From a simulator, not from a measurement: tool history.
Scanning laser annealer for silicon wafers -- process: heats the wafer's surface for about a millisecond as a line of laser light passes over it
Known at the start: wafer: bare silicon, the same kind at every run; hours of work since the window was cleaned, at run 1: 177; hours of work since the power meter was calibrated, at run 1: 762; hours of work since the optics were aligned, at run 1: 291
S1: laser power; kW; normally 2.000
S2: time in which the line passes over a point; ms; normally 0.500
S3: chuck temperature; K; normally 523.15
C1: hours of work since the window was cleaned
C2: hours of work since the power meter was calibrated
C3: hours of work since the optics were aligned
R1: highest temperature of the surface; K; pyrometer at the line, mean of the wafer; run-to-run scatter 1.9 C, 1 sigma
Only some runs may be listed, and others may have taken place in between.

{"run": 1, "hour": 0.0, "S1": 2.0, "S2": 0.5, "S3": 523.15, "C1": 177, "C2": 762, "C3": 291, "R1": 1342.15}
{"run": 2, "hour": 43.2, "S1": 2.0, "S2": 0.5, "S3": 523.15, "C1": 208, "C2": 793, "C3": 323, "R1": 1340.15}
{"run": 3, "hour": 86.6, "S1": 2.0, "S2": 0.5, "S3": 523.15, "C1": 240, "C2": 825, "C3": 355, "R1": 1338.15}
{"run": 4, "hour": 131.6, "S1": 2.0, "S2": 0.5, "S3": 523.15, "C1": 273, "C2": 858, "C3": 388, "R1": 1335.15}
{"run": 5, "hour": 224.9, "S1": 2.0, "S2": 0.5, "S3": 523.15, "C1": 342, "C2": 927, "C3": 457, "R1": 1327.15}
{"run": 6, "hour": 274.3, "S1": 2.0, "S2": 0.5, "S3": 523.15, "C1": 378, "C2": 963, "C3": 493, "R1": 1323.15}
{"run": 7, "hour": 362.6, "S1": 2.0, "S2": 0.5, "S3": 523.15, "C1": 443, "C2": 1028, "C3": 558, "R1": 1322.15}
{"run": 8, "hour": 405.5, "S1": 2.0, "S2": 0.5, "S3": 523.15, "C1": 475, "C2": 1060, "C3": 590, "R1": 1319.15}
{"run": 9, "hour": 465.1, "S1": 2.0, "S2": 0.5, "S3": 523.15, "C1": 519, "C2": 1104, "C3": 633, "R1": 1315.15}
{"run": 10, "hour": 530.7, "S1": 2.0, "S2": 0.5, "S3": 523.15, "C1": 567, "C2": 1152, "C3": 682, "R1": 1311.15}
{"run": 11, "hour": 598.7, "S1": 2.0, "S2": 0.5, "S3": 523.15, "C1": 617, "C2": 1202, "C3": 732, "R1": 1308.15}
{"hour": 659.8, "done": "window over the wafer cleaned"}
{"run": 12, "hour": 680.4, "S1": 2.0, "S2": 0.5, "S3": 523.15, "C1": 15, "C2": 1260, "C3": 790, "R1": 1341.15}
{"run": 13, "hour": 741.5, "S1": 2.0, "S2": 0.43, "S3": 523.15, "C1": 60, "C2": 1305, "C3": 835, "R1": 1272.15}
{"run": 14, "hour": 828.8, "S1": 2.0, "S2": 0.511, "S3": 523.15, "C1": 124, "C2": 1370, "C3": 899, "R1": 1343.15}
{"run": 15, "hour": 882.2, "S1": 2.0, "S2": 0.511, "S3": 523.15, "C1": 164, "C2": 1409, "C3": 939, "R1": 1338.15}
{"run": 16, "hour": 945.5, "S1": 2.0, "S2": 0.511, "S3": 523.15, "C1": 210, "C2": 1455, "C3": 985, "R1": 1334.15}
{"run": 17, "hour": 986.4, "S1": 2.0, "S2": 0.5, "S3": 546.15, "C1": 240, "C2": 1485, "C3": 1015, "R1": 1347.15}
{"run": 18, "hour": 1033.9, "S1": 2.0, "S2": 0.5, "S3": 523.15, "C1": 275, "C2": 1520, "C3": 1050, "R1": 1321.15}
{"run": 19, "hour": 1120.3, "S1": 2.0, "S2": 0.5, "S3": 523.15, "C1": 339, "C2": 1584, "C3": 1114, "R1": 1315.15}
{"run": 20, "hour": 1199.5, "S1": 1.902, "S2": 0.5, "S3": 502.15, "C1": 397, "C2": 1642, "C3": 1172, "R1": 1251.15}
{"run": 21, "hour": 1274.4, "S1": 1.902, "S2": 0.5, "S3": 502.15, "C1": 452, "C2": 1697, "C3": 1227, "R1": 1245.15}
{"run": 22, "hour": 1341.5, "S1": 1.902, "S2": 0.5, "S3": 502.15, "C1": 501, "C2": 1747, "C3": 1276, "R1": 1243.15}
{"run": 23, "hour": 1383.1, "S1": 1.902, "S2": 0.5, "S3": 502.15, "C1": 532, "C2": 1777, "C3": 1307, "R1": 1239.15}
{"hour": 1393.4, "done": "optics aligned, line set to its width"}
{"run": 24, "hour": 1430.4, "S1": 2.0, "S2": 0.5, "S3": 550.15, "C1": 563, "C2": 1808, "C3": 27, "R1": 1345.15}
{"run": 25, "hour": 1484.9, "S1": 1.816, "S2": 0.5, "S3": 533.15, "C1": 603, "C2": 1848, "C3": 67, "R1": 1249.15}
{"run": 26, "hour": 1556.0, "S1": 1.816, "S2": 0.505, "S3": 499.15, "C1": 655, "C2": 1901, "C3": 120, "R1": 1213.15}
{"hour": 1567.4, "done": "window over the wafer cleaned"}
{"run": 27, "hour": 1627.2, "S1": 1.816, "S2": 0.505, "S3": 499.15, "C1": 44, "C2": 1952, "C3": 170, "R1": 1244.15}
{"run": 28, "hour": 1669.7, "S1": 2.049, "S2": 0.484, "S3": 519.15, "C1": 75, "C2": 1983, "C3": 202, "R1": 1351.15}
{"run": 29, "hour": 1725.9, "S1": 2.049, "S2": 0.484, "S3": 519.15, "C1": 117, "C2": 2024, "C3": 243, "R1": 1343.15}
{"run": 30, "hour": 1783.7, "S1": 2.049, "S2": 0.484, "S3": 519.15, "C1": 159, "C2": 2067, "C3": 286, "R1": 1341.15}
{"run": 31, "hour": 1876.9, "S1": 1.839, "S2": 0.354, "S3": 523.15, "C1": 228, "C2": 2135, "C3": 354, "R1": 1131.15}
{"run": 32, "hour": 1942.2, "S1": 2.118, "S2": 0.417, "S3": 487.15, "C1": 276, "C2": 2183, "C3": 402, "R1": 1257.15}
{"run": 33, "hour": 2021.7, "S1": 2.0, "S2": 0.499, "S3": 504.15, "C1": 334, "C2": 2242, "C3": 461, "R1": 1302.15}
{"run": 34, "hour": 2091.7, "S1": 2.053, "S2": 0.39, "S3": 530.15, "C1": 386, "C2": 2293, "C3": 512, "R1": 1242.15}
{"run": 35, "hour": 2173.5, "S1": 1.765, "S2": 0.417, "S3": 505.15, "C1": 446, "C2": 2353, "C3": 572, "R1": 1127.15}
{"run": 36, "hour": 2224.6, "S1": 1.765, "S2": 0.417, "S3": 505.15, "C1": 483, "C2": 2391, "C3": 610, "R1": 1122.15}
{"run": 37, "hour": 2273.2, "S1": 1.781, "S2": 0.487, "S3": 509.15, "C1": 519, "C2": 2427, "C3": 646, "R1": 1190.15}
{"run": 38, "hour": 2328.0, "S1": 1.848, "S2": 0.443, "S3": 547.15, "C1": 559, "C2": 2467, "C3": 686, "R1": 1219.15}

Hidden condition of the tool, last listed run before each entry between runs versus first listed run after:
Logged between run 11 and run 12: window over the wafer cleaned (hour 659.8)
  light that passes the window, % of a clean one's: 96.02 -> 99.76; laser's true power over the reading, %: -0.95 -> -0.99; width of the line over the set one, %: 3.09 -> 3.3
  what was measured, less what the result would be without the hidden state, R1: -58.00 -> -26.00 K
Logged between run 23 and run 24: optics aligned, line set to its width (hour 1393.4)
  light that passes the window, % of a clean one's: 96.68 -> 96.48; laser's true power over the reading, %: -1.36 -> -1.38; width of the line over the set one, %: 5.32 -> 0.19
  what was measured, less what the result would be without the hidden state, R1: -61.00 -> -46.00 K
Logged between run 26 and run 27: window over the wafer cleaned (hour 1567.4)
  light that passes the window, % of a clean one's: 95.96 -> 99.59; laser's true power over the reading, %: -1.45 -> -1.49; width of the line over the set one, %: 0.52 -> 0.71
  what was measured, less what the result would be without the hidden state, R1: -48.00 -> -19.00 K
